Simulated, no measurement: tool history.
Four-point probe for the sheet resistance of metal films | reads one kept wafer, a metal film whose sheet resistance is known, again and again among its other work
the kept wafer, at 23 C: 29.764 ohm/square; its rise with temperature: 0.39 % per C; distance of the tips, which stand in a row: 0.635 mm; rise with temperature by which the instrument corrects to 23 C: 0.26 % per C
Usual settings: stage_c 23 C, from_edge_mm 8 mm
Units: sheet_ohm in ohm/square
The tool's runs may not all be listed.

Run 1, hour 0: usual settings. Result: sheet_ohm 29.868914 ohm/square.
Run 2, hour 17.4: usual settings but stage_c 34 C. Result: sheet_ohm 30.287902 ohm/square.
Run 3, hour 33.4: usual settings but stage_c 34 C, from_edge_mm 22 mm. Result: sheet_ohm 30.203255 ohm/square.
Run 4, hour 45.5: usual settings but stage_c 34 C, from_edge_mm 22 mm. Result: sheet_ohm 30.196684 ohm/square.
Run 5, hour 60.6: usual settings. Result: sheet_ohm 29.859825 ohm/square.
Run 6, hour 82.5: usual settings but from_edge_mm 71 mm. Result: sheet_ohm 29.770034 ohm/square.
Run 7, hour 98.4: usual settings. Result: sheet_ohm 29.867071 ohm/square.
Run 8, hour 118.9: usual settings. Result: sheet_ohm 29.867554 ohm/square.
Run 9, hour 130.8: usual settings but from_edge_mm 4 mm. Result: sheet_ohm 30.164377 ohm/square.
Run 10, hour 143: usual settings but from_edge_mm 4 mm. Result: sheet_ohm 30.161946 ohm/square.
Run 11, hour 163.6: usual settings but stage_c 19 C, from_edge_mm 4 mm. Result: sheet_ohm 30.003486 ohm/square.
Run 12, hour 184.9: usual settings but stage_c 28 C. Result: sheet_ohm 30.063866 ohm/square.
Run 13, hour 205: usual settings but stage_c 28 C. Result: sheet_ohm 30.074954 ohm/square.
Run 14, hour 224.6: usual settings but stage_c 28 C. Result: sheet_ohm 30.066566 ohm/square.
Run 15, hour 248.1: usual settings but stage_c 28 C. Result: sheet_ohm 30.053652 ohm/square.
Run 16, hour 266.9: usual settings but stage_c 28 C. Result: sheet_ohm 30.053363 ohm/square.
Run 17, hour 280.4: usual settings but stage_c 28 C, from_edge_mm 7 mm. Result: sheet_ohm 30.092551 ohm/square.
Run 18, hour 298.7: usual settings but stage_c 22 C. Result: sheet_ohm 29.824995 ohm/square.
At hour 316.9: stage's thermometer calibrated.
Run 19, hour 320.9: usual settings but stage_c 22 C. Result: sheet_ohm 29.822128 ohm/square.
Run 20, hour 335.5: usual settings but stage_c 22 C. Result: sheet_ohm 29.821435 ohm/square.
Run 21, hour 349.8: usual settings but stage_c 22 C. Result: sheet_ohm 29.831448 ohm/square.
Run 22, hour 363.3: usual settings but stage_c 28 C, from_edge_mm 5 mm. Result: sheet_ohm 30.210138 ohm/square.
Run 23, hour 380.8: usual settings but stage_c 28 C, from_edge_mm 5 mm. Result: sheet_ohm 30.225505 ohm/square.
Run 24, hour 391.3: usual settings but stage_c 29 C, from_edge_mm 4 mm. Result: sheet_ohm 30.397175 ohm/square.
Run 25, hour 401.4: usual settings but stage_c 20 C, from_edge_mm 6 mm. Result: sheet_ohm 29.829346 ohm/square.
Run 26, hour 414.7: usual settings but stage_c 29 C, from_edge_mm 23 mm. Result: sheet_ohm 30.006411 ohm/square.
Run 27, hour 431: usual settings but stage_c 29 C, from_edge_mm 23 mm. Result: sheet_ohm 29.998738 ohm/square.
Run 28, hour 452.1: usual settings but stage_c 29 C, from_edge_mm 23 mm. Result: sheet_ohm 30.004357 ohm/square.
Run 29, hour 469.2: usual settings but stage_c 29 C, from_edge_mm 23 mm. Result: sheet_ohm 30.016885 ohm/square.
Run 30, hour 491.8: usual settings but from_edge_mm 5 mm. Result: sheet_ohm 30.02353 ohm/square.
Run 31, hour 505.8: usual settings but stage_c 33 C, from_edge_mm 23 mm. Result: sheet_ohm 30.156228 ohm/square.
Run 32, hour 529.6: usual settings but stage_c 33 C, from_edge_mm 23 mm. Result: sheet_ohm 30.152938 ohm/square.
Run 33, hour 543.9: usual settings but stage_c 29 C, from_edge_mm 19 mm. Result: sheet_ohm 30.018273 ohm/square.
Run 34, hour 554.8: usual settings but stage_c 22 C, from_edge_mm 35 mm. Result: sheet_ohm 29.729613 ohm/square.
Run 35, hour 566: usual settings but stage_c 31 C, from_edge_mm 48 mm. Result: sheet_ohm 30.078021 ohm/square.
Run 36, hour 590.3: usual settings but stage_c 31 C, from_edge_mm 19 mm. Result: sheet_ohm 30.083335 ohm/square.
Run 37, hour 607.3: usual settings but stage_c 28 C. Result: sheet_ohm 30.052264 ohm/square.
Run 38, hour 629.9: usual settings but stage_c 22 C, from_edge_mm 66 mm. Result: sheet_ohm 29.72242 ohm/square.
Run 39, hour 644.6: usual settings but stage_c 33 C, from_edge_mm 56 mm. Result: sheet_ohm 30.133994 ohm/square.
Run 40, hour 665.3: usual settings but stage_c 24 C, from_edge_mm 56 mm. Result: sheet_ohm 29.8083 ohm/square.

4 ways to go on from here, each from the tool as it stands after run 40. What would each give?
Run A, hour 680.3: usual settings but from_edge_mm 16 mm. Result: sheet_ohm ?.
Run B, hour 680.3: usual settings but stage_c 28 C, from_edge_mm 56 mm. Result: sheet_ohm ?.
Run C, hour 680.3: usual settings but stage_c 28 C, from_edge_mm 13 mm. Result: sheet_ohm ?.
Run D, hour 680.3: usual settings but stage_c 28 C, from_edge_mm 18 mm. Result: sheet_ohm ?.

run  sheet_ohm
  A  29.790322
  B  29.949054
  C  30.012532
  D  29.976319
Without the tool's hidden state the same runs would have given:
run  sheet_ohm
  A  29.788756
  B  29.947483
  C  30.010958
  D  29.974747

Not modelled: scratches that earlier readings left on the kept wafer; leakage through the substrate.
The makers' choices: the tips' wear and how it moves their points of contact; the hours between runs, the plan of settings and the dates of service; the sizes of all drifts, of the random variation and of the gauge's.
